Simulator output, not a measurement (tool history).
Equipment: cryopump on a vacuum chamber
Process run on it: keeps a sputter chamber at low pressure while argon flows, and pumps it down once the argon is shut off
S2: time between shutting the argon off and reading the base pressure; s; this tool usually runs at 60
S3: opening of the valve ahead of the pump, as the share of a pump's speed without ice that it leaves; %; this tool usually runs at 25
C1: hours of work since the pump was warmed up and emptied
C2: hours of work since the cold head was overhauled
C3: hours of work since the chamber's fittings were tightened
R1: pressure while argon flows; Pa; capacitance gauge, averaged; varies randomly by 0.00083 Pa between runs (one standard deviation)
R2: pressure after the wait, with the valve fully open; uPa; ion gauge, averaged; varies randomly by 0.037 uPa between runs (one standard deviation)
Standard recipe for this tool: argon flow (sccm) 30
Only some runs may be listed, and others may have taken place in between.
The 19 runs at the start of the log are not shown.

{"run": 20, "day": 50.425, "argon flow (sccm)": 30, "S2": 60, "S3": 21, "C1": 347, "C2": 1965, "C3": 1446, "R1": 0.204, "R2": 3.37}
{"run": 21, "day": 51.867, "argon flow (sccm)": 30, "S2": 60, "S3": 21, "C1": 367, "C2": 1985, "C3": 1466, "R1": 0.2048, "R2": 3.38}
{"run": 22, "day": 53.654, "argon flow (sccm)": 31, "S2": 289, "S3": 55, "C1": 391, "C2": 2009, "C3": 1490, "R1": 0.0848, "R2": 1.98}
{"run": 23, "day": 57.067, "argon flow (sccm)": 31, "S2": 289, "S3": 55, "C1": 438, "C2": 2056, "C3": 1536, "R1": 0.085, "R2": 2.06}
{"run": 24, "day": 60.596, "argon flow (sccm)": 45, "S2": 41, "S3": 20, "C1": 486, "C2": 2104, "C3": 1585, "R1": 0.3216, "R2": 4.38}
{"day": 62.779, "done": "pump warmed up, emptied and cooled again"}
{"run": 25, "day": 63.162, "argon flow (sccm)": 46, "S2": 60, "S3": 33, "C1": 5, "C2": 2136, "C3": 1617, "R1": 0.194, "R2": 3.38}
{"run": 26, "day": 64.95, "argon flow (sccm)": 46, "S2": 60, "S3": 33, "C1": 30, "C2": 2160, "C3": 1641, "R1": 0.1947, "R2": 3.33}
{"run": 27, "day": 67.158, "argon flow (sccm)": 46, "S2": 60, "S3": 33, "C1": 60, "C2": 2191, "C3": 1671, "R1": 0.1951, "R2": 3.32}
{"run": 28, "day": 70.333, "argon flow (sccm)": 14, "S2": 265, "S3": 55, "C1": 103, "C2": 2234, "C3": 1714, "R1": 0.0357, "R2": 2.03}
{"run": 29, "day": 73.375, "argon flow (sccm)": 14, "S2": 265, "S3": 55, "C1": 144, "C2": 2275, "C3": 1756, "R1": 0.0365, "R2": 2.12}
{"run": 30, "day": 74.846, "argon flow (sccm)": 30, "S2": 60, "S3": 27, "C1": 164, "C2": 2295, "C3": 1776, "R1": 0.1557, "R2": 3.61}
{"run": 31, "day": 76.771, "argon flow (sccm)": 30, "S2": 60, "S3": 27, "C1": 191, "C2": 2321, "C3": 1802, "R1": 0.1567, "R2": 3.4}
{"run": 32, "day": 78.938, "argon flow (sccm)": 56, "S2": 279, "S3": 16, "C1": 220, "C2": 2351, "C3": 1832, "R1": 0.487, "R2": 2.2}
{"run": 33, "day": 81.379, "argon flow (sccm)": 56, "S2": 279, "S3": 16, "C1": 253, "C2": 2384, "C3": 1865, "R1": 0.4913, "R2": 2.27}
{"run": 34, "day": 84.933, "argon flow (sccm)": 30, "S2": 91, "S3": 51, "C1": 302, "C2": 2433, "C3": 1913, "R1": 0.0867, "R2": 3.15}
{"run": 35, "day": 86.504, "argon flow (sccm)": 30, "S2": 91, "S3": 51, "C1": 323, "C2": 2454, "C3": 1935, "R1": 0.0863, "R2": 3.11}

Each row is a separate what-if for the run after 35, all from the same tool condition, not one after another. Results?
{"run": "A", "day": 89.25, "argon flow (sccm)": 41, "S2": 60, "S3": 37, "C1": 361, "C2": 2492, "C3": 1972, "R1": "?", "R2": "?"}
{"run": "B", "day": 89.25, "argon flow (sccm)": 49, "S2": 26, "S3": 20, "C1": 361, "C2": 2492, "C3": 1972, "R1": "?", "R2": "?"}
{"run": "C", "day": 89.25, "argon flow (sccm)": 18, "S2": 36, "S3": 51, "C1": 361, "C2": 2492, "C3": 1972, "R1": "?", "R2": "?"}

run=A R1=0.1616 R2=3.84
run=B R1=0.3482 R2=6.19
run=C R1=0.0527 R2=4.93
The same runs, with their run-to-run variation unchanged, on a tool lacking any hidden condition would have given:
run=A R1=0.1526 R2=2.05
run=B R1=0.3374 R2=4.42
run=C R1=0.0487 R2=3.19
